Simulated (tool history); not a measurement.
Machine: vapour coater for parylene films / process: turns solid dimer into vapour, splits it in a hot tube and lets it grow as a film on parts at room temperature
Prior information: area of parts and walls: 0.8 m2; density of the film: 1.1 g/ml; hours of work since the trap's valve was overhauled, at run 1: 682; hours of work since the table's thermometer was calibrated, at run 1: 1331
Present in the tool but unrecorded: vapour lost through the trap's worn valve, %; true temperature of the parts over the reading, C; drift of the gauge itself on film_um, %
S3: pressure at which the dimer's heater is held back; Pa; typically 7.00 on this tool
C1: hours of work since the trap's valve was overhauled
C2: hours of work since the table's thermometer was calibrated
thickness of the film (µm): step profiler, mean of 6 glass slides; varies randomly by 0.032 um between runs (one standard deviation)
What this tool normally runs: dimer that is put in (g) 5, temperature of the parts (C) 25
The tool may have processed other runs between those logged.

{"run": 1, "hour": 0.0, "dimer that is put in (g)": 5, "temperature of the parts (C)": 25, "S3": 7.0, "C1": 682, "C2": 1331, "thickness of the film (µm)": 2.58}
{"hour": 21.1, "done": "trap's valve overhauled"}
{"run": 2, "hour": 39.0, "dimer that is put in (g)": 5, "temperature of the parts (C)": 25, "S3": 7.0, "C1": 14, "C2": 1359, "thickness of the film (µm)": 3.02}
{"run": 3, "hour": 69.7, "dimer that is put in (g)": 5, "temperature of the parts (C)": 25, "S3": 7.0, "C1": 39, "C2": 1384, "thickness of the film (µm)": 2.99}
{"run": 4, "hour": 107.5, "dimer that is put in (g)": 5, "temperature of the parts (C)": 25, "S3": 7.0, "C1": 69, "C2": 1414, "thickness of the film (µm)": 2.92}
{"run": 5, "hour": 147.4, "dimer that is put in (g)": 5, "temperature of the parts (C)": 25, "S3": 7.0, "C1": 101, "C2": 1446, "thickness of the film (µm)": 2.96}
{"hour": 166.6, "done": "table's thermometer calibrated"}
{"run": 6, "hour": 179.8, "dimer that is put in (g)": 5, "temperature of the parts (C)": 25, "S3": 2.29, "C1": 126, "C2": 11, "thickness of the film (µm)": 3.59}
{"run": 7, "hour": 219.4, "dimer that is put in (g)": 5, "temperature of the parts (C)": 25, "S3": 7.0, "C1": 158, "C2": 42, "thickness of the film (µm)": 2.73}
{"run": 8, "hour": 260.6, "dimer that is put in (g)": 5, "temperature of the parts (C)": 25, "S3": 10.14, "C1": 191, "C2": 75, "thickness of the film (µm)": 2.56}
{"hour": 270.2, "done": "table's thermometer calibrated, once more"}
{"run": 9, "hour": 289.0, "dimer that is put in (g)": 5, "temperature of the parts (C)": 25, "S3": 10.14, "C1": 213, "C2": 15, "thickness of the film (µm)": 2.75}
{"run": 10, "hour": 335.9, "dimer that is put in (g)": 5, "temperature of the parts (C)": 25, "S3": 10.14, "C1": 251, "C2": 53, "thickness of the film (µm)": 2.75}
{"run": 11, "hour": 385.6, "dimer that is put in (g)": 5, "temperature of the parts (C)": 25, "S3": 10.14, "C1": 291, "C2": 93, "thickness of the film (µm)": 2.73}
{"run": 12, "hour": 407.1, "dimer that is put in (g)": 5, "temperature of the parts (C)": 25, "S3": 10.14, "C1": 308, "C2": 110, "thickness of the film (µm)": 2.63}
{"run": 13, "hour": 429.6, "dimer that is put in (g)": 5, "temperature of the parts (C)": 25, "S3": 7.0, "C1": 326, "C2": 128, "thickness of the film (µm)": 2.94}
{"run": 14, "hour": 456.3, "dimer that is put in (g)": 5, "temperature of the parts (C)": 25, "S3": 7.0, "C1": 347, "C2": 149, "thickness of the film (µm)": 2.93}
{"run": 15, "hour": 499.5, "dimer that is put in (g)": 5, "temperature of the parts (C)": 25, "S3": 7.0, "C1": 382, "C2": 184, "thickness of the film (µm)": 2.86}
{"run": 16, "hour": 524.2, "dimer that is put in (g)": 5, "temperature of the parts (C)": 25, "S3": 7.0, "C1": 402, "C2": 204, "thickness of the film (µm)": 2.94}
{"run": 17, "hour": 568.7, "dimer that is put in (g)": 5, "temperature of the parts (C)": 23, "S3": 5.16, "C1": 437, "C2": 239, "thickness of the film (µm)": 3.34}

Predict the results of run 18:
{"run": 18, "hour": 618.0, "dimer that is put in (g)": 6, "temperature of the parts (C)": 26, "S3": 2.85, "C1": 477, "C2": 279, "thickness of the film (µm)": "?"}

{"run 18": {"thickness of the film (µm)": 3.98}}
Were there no unlogged condition in the tool, this run, its random variation unchanged, would have produced thickness of the film (µm) 4.42.
